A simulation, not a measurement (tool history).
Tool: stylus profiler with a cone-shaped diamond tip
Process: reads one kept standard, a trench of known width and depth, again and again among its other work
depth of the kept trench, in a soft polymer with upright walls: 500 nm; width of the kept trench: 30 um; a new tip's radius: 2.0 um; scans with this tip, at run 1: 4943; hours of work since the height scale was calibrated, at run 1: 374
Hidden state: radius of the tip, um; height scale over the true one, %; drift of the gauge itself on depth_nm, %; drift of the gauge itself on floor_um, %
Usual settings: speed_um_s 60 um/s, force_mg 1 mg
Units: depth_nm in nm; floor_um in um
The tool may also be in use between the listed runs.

| run | hour | speed_um_s | force_mg | scans with this tip | hours of work since the height scale was calibrated | depth_nm | floor_um |
|---|---|---|---|---|---|---|---|
| 1 | 0 | 60 | 1 | 4943 | 374 | 502.23 | 26.88 |
| 2 | 13.5 | 60 | 1 | 5080 | 384 | 501.97 | 26.89 |
| 3 | 28.2 | 60 | 1 | 5228 | 396 | 501.92 | 26.93 |
| 4 | 42.5 | 60 | 1 | 5372 | 407 | 501.99 | 26.93 |
| 5 | 62.3 | 60 | 1.99 | 5572 | 422 | 503.41 | 26.92 |
| 6 | 79.6 | 60 | 1.99 | 5747 | 435 | 503.57 | 26.89 |
| 7 | 99.1 | 108 | 1 | 5944 | 450 | 501.75 | 26.72 |
| 8 | 107.9 | 108 | 1 | 6032 | 457 | 501.84 | 26.68 |
| 9 | 124.9 | 108 | 1 | 6204 | 470 | 501.72 | 26.67 |
| 10 | 137.6 | 60 | 1 | 6333 | 479 | 501.87 | 26.87 |
| 11 | 150 | 60 | 1 | 6458 | 489 | 501.91 | 26.85 |
| 12 | 158.6 | 60 | 1 | 6544 | 495 | 501.74 | 26.87 |
| 13 | 177 | 60 | 1 | 6730 | 509 | 501.76 | 26.86 |
| 14 | 194.6 | 60 | 1 | 6908 | 523 | 501.77 | 26.85 |
|  | 196.2 | height scale calibrated on a step standard |
| 15 | 206.4 | 118 | 1.48 | 7022 | 8 | 502.2 | 26.68 |
| 16 | 219.4 | 118 | 1.48 | 7153 | 18 | 502.33 | 26.71 |
| 17 | 235.4 | 17 | 1.12 | 7314 | 30 | 501.38 | 26.94 |
| 18 | 246.8 | 16 | 2.57 | 7430 | 39 | 503.78 | 26.97 |
| 19 | 255 | 33 | 1 | 7512 | 45 | 501.29 | 26.93 |
| 20 | 274.8 | 105 | 0.48 | 7712 | 60 | 500.25 | 26.54 |
| 21 | 293 | 143 | 0.36 | 7896 | 74 | 499.82 | 26.28 |
|  | 306 | height scale calibrated on a step standard, once more |
| 22 | 309.2 | 92 | 0.58 | 8055 | 2 | 501.86 | 26.55 |
| 23 | 318.7 | 220 | 1.87 | 8151 | 10 | 504.04 | 26.46 |

Run 24 comes next. What will it give?
| 24 | 327.5 | 129 | 0.54 | 8239 | 16 | ? | ? |

depth_nm: 501.68 nm
floor_um: 26.41 um
Without the tool's hidden state the same run would have given depth_nm 501.75 nm, floor_um 26.82 um.

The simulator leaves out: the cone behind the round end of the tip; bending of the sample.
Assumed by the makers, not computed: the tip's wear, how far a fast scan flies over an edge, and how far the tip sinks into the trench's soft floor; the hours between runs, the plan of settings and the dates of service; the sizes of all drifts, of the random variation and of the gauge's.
